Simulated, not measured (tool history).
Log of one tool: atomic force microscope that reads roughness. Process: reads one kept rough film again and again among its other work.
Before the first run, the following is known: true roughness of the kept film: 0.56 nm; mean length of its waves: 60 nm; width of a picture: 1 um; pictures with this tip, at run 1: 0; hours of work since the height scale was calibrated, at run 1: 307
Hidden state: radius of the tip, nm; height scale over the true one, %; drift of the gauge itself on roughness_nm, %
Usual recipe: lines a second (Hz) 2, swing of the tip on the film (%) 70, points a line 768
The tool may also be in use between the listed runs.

run    hour  lines a second (Hz)  swing of the tip on the film (%)  points a line  pictures with this tip  hours of work since the height scale was calibrated  roughness of the kept film (nm (root mean square))
  1       0                    2                                70            768                       0                                                  307                                               0.515
  2    27.1                    2                                70            449                      37                                                  325                                               0.515
  3    63.3                    2                                70            768                      87                                                  350                                               0.517
  4    92.6                    2                                70            768                     128                                                  370                                               0.516
        115  -- new tip fitted
  5   124.8                    2                                70            768                      14                                                  392                                               0.516
  6   162.2                    2                                70            768                      65                                                  417                                               0.518
  7     189                    2                                70            768                     102                                                  436                                               0.515
  8   220.9                    2                                70            291                     146                                                  458                                               0.518
      230.8  -- new tip fitted
  9   244.3                    2                                70            768                      19                                                  473                                               0.514
 10   281.3                    2                                70            768                      70                                                  499                                               0.518
 11   320.6                    2                                70            768                     125                                                  526                                               0.517
      345.7  -- new tip fitted
 12     355                    2                                70            768                      12                                                  549                                               0.517
 13   395.1                    2                                70            768                      68                                                  577                                                0.52
 14   411.6                 0.89                                70            768                      91                                                  588                                                0.54
 15   429.6                    2                                70            768                     115                                                  600                                               0.518
 16   451.7                    2                                70            768                     146                                                  615                                               0.516
      460.9  -- new tip fitted
 17   475.8                    2                                70            768                      21                                                  631                                               0.514
 18   510.6                    2                                70            796                      69                                                  655                                               0.512
 19   531.5                    2                                70            796                      98                                                  670                                               0.513
 20   553.6                    2                                70            796                     128                                                  685                                               0.513
      576.9  -- new tip fitted
 21   577.6                    2                                70            768                       1                                                  701                                               0.513
 22   600.7                    2                                70            768                      33                                                  717                                               0.515
 23     620                 1.54                                67            286                      59                                                  730                                               0.525
 24   659.7                    2                                70            310                     114                                                  757                                               0.514
 25   677.8                 3.19                                70            523                     139                                                  770                                                0.49
      694.1  -- new tip fitted
 26   710.7                 3.19                                70            523                      23                                                  792                                               0.492
 27   742.9                 0.73                                81            523                      67                                                  814                                               0.528
 28   774.9                    2                                87            934                     112                                                  836                                               0.468
 29     803                 3.55                                70            768                     151                                                  855                                               0.483
      811.2  -- new tip fitted
 30   837.6                 0.56                                73            408                      37                                                  879                                               0.543
 31   860.6                 0.56                                73            408                      68                                                  894                                               0.541
 32   889.7                 3.06                                81            373                     109                                                  914                                               0.458
 33   911.2                 1.41                                57            373                     138                                                  929                                               0.542
      925.9  -- new tip fitted
 34   932.4                    2                                81            768                       9                                                  943                                               0.485
 35   956.7                    2                                81            768                      43                                                  960                                               0.483
 36   991.1                 0.95                                67            481                      90                                                  983                                               0.539
 37  1012.8                 1.36                                55            390                     120                                                  998                                               0.545
     1041.1  -- new tip fitted
 38  1042.2                  2.5                                69            257                       1                                                 1018                                               0.506
 39  1082.4                 3.59                                75            912                      57                                                 1046                                                0.47
 40  1121.9                 1.55                                68            954                     111                                                 1073                                               0.527
 41  1142.8                 0.56                                70            491                     140                                                 1087                                               0.548
     1157.4  -- new tip fitted
 42  1171.3                    2                                70            339                      19                                                 1106                                               0.517
 43  1199.1                 0.66                                59            409                      57                                                 1125                                               0.547

Across each entry between runs, compare the hidden state at the last listed run before it with the hidden state at the first listed run after it:
From run 4 to run 5: new tip fitted (hour 115)
  radius of the tip, nm: 10.4 -> 10
From run 8 to run 9: new tip fitted (hour 230.8)
  radius of the tip, nm: 10.5 -> 10.1
From run 11 to run 12: new tip fitted (hour 345.7)
  radius of the tip, nm: 10.4 -> 10.1
From run 16 to run 17: new tip fitted (hour 460.9)
  radius of the tip, nm: 10.5 -> 10.1
From run 20 to run 21: new tip fitted (hour 576.9)
  radius of the tip, nm: 10.4 -> 10
From run 25 to run 26: new tip fitted (hour 694.1)
  radius of the tip, nm: 10.4 -> 10.1
From run 29 to run 30: new tip fitted (hour 811.2)
  radius of the tip, nm: 10.4 -> 10.1
From run 33 to run 34: new tip fitted (hour 925.9)
  radius of the tip, nm: 10.4 -> 10
From run 37 to run 38: new tip fitted (hour 1041.1)
  radius of the tip, nm: 10.4 -> 10
From run 41 to run 42: new tip fitted (hour 1157.4)
  radius of the tip, nm: 10.4 -> 10.1
